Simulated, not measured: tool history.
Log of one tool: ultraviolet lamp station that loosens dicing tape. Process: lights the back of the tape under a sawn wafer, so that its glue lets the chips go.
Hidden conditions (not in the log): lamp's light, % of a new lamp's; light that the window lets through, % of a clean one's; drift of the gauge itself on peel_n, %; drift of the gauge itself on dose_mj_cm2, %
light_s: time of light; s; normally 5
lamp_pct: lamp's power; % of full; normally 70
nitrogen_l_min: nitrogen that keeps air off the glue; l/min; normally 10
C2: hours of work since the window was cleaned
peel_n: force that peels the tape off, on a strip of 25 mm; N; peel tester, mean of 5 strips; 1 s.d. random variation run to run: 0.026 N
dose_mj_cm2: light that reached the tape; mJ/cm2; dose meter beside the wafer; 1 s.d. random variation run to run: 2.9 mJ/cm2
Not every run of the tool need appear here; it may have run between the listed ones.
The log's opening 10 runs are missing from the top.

{"run": 11, "day": 9.462, "light_s": 5, "lamp_pct": 60, "nitrogen_l_min": 10, "hours of work of the lamp": 592, "C2": 40, "peel_n": 3.1, "dose_mj_cm2": 227}
{"run": 12, "day": 10.812, "light_s": 6, "lamp_pct": 70, "nitrogen_l_min": 10, "hours of work of the lamp": 607, "C2": 55, "peel_n": 2.085, "dose_mj_cm2": 311}
{"run": 13, "day": 11.888, "light_s": 6, "lamp_pct": 70, "nitrogen_l_min": 10, "hours of work of the lamp": 620, "C2": 68, "peel_n": 2.206, "dose_mj_cm2": 308}
{"run": 14, "day": 12.692, "light_s": 6, "lamp_pct": 70, "nitrogen_l_min": 10, "hours of work of the lamp": 629, "C2": 77, "peel_n": 2.24, "dose_mj_cm2": 300}
{"run": 15, "day": 14.071, "light_s": 6, "lamp_pct": 70, "nitrogen_l_min": 10, "hours of work of the lamp": 645, "C2": 93, "peel_n": 2.295, "dose_mj_cm2": 292}
{"day": 14.55, "done": "window cleaned of glue's vapour, once more"}
{"run": 16, "day": 15.275, "light_s": 6, "lamp_pct": 70, "nitrogen_l_min": 10, "hours of work of the lamp": 659, "C2": 8, "peel_n": 1.138, "dose_mj_cm2": 447}
{"run": 17, "day": 16.4, "light_s": 6, "lamp_pct": 71, "nitrogen_l_min": 3, "hours of work of the lamp": 672, "C2": 21, "peel_n": 2.213, "dose_mj_cm2": 452}
{"run": 18, "day": 17.608, "light_s": 6, "lamp_pct": 71, "nitrogen_l_min": 3, "hours of work of the lamp": 686, "C2": 35, "peel_n": 2.237, "dose_mj_cm2": 444}
{"run": 19, "day": 18.433, "light_s": 10, "lamp_pct": 70, "nitrogen_l_min": 13, "hours of work of the lamp": 695, "C2": 45, "peel_n": 0.375, "dose_mj_cm2": 729}
{"run": 20, "day": 19.883, "light_s": 10, "lamp_pct": 81, "nitrogen_l_min": 13, "hours of work of the lamp": 712, "C2": 62, "peel_n": 0.288, "dose_mj_cm2": 818}
{"run": 21, "day": 20.942, "light_s": 5, "lamp_pct": 62, "nitrogen_l_min": 16, "hours of work of the lamp": 724, "C2": 74, "peel_n": 1.743, "dose_mj_cm2": 311}
{"run": 22, "day": 22.192, "light_s": 5, "lamp_pct": 70, "nitrogen_l_min": 7, "hours of work of the lamp": 739, "C2": 88, "peel_n": 2.167, "dose_mj_cm2": 348}
{"run": 23, "day": 23.238, "light_s": 5, "lamp_pct": 70, "nitrogen_l_min": 7, "hours of work of the lamp": 751, "C2": 100, "peel_n": 2.17, "dose_mj_cm2": 339}
{"run": 24, "day": 24.662, "light_s": 5, "lamp_pct": 63, "nitrogen_l_min": 4, "hours of work of the lamp": 767, "C2": 117, "peel_n": 3.15, "dose_mj_cm2": 300}
{"run": 25, "day": 25.954, "light_s": 7, "lamp_pct": 75, "nitrogen_l_min": 4, "hours of work of the lamp": 782, "C2": 132, "peel_n": 1.6, "dose_mj_cm2": 494}

Expected results for the next run?
{"run": 26, "day": 26.958, "light_s": 8, "lamp_pct": 93, "nitrogen_l_min": 7, "hours of work of the lamp": 794, "C2": 144, "peel_n": "?", "dose_mj_cm2": "?"}

Run 26 measured peel_n 0.600 N, dose_mj_cm2 691 mJ/cm2.
Had the tool carried no hidden state, the very same run would have given peel_n 0.350 N, dose_mj_cm2 901 mJ/cm2.
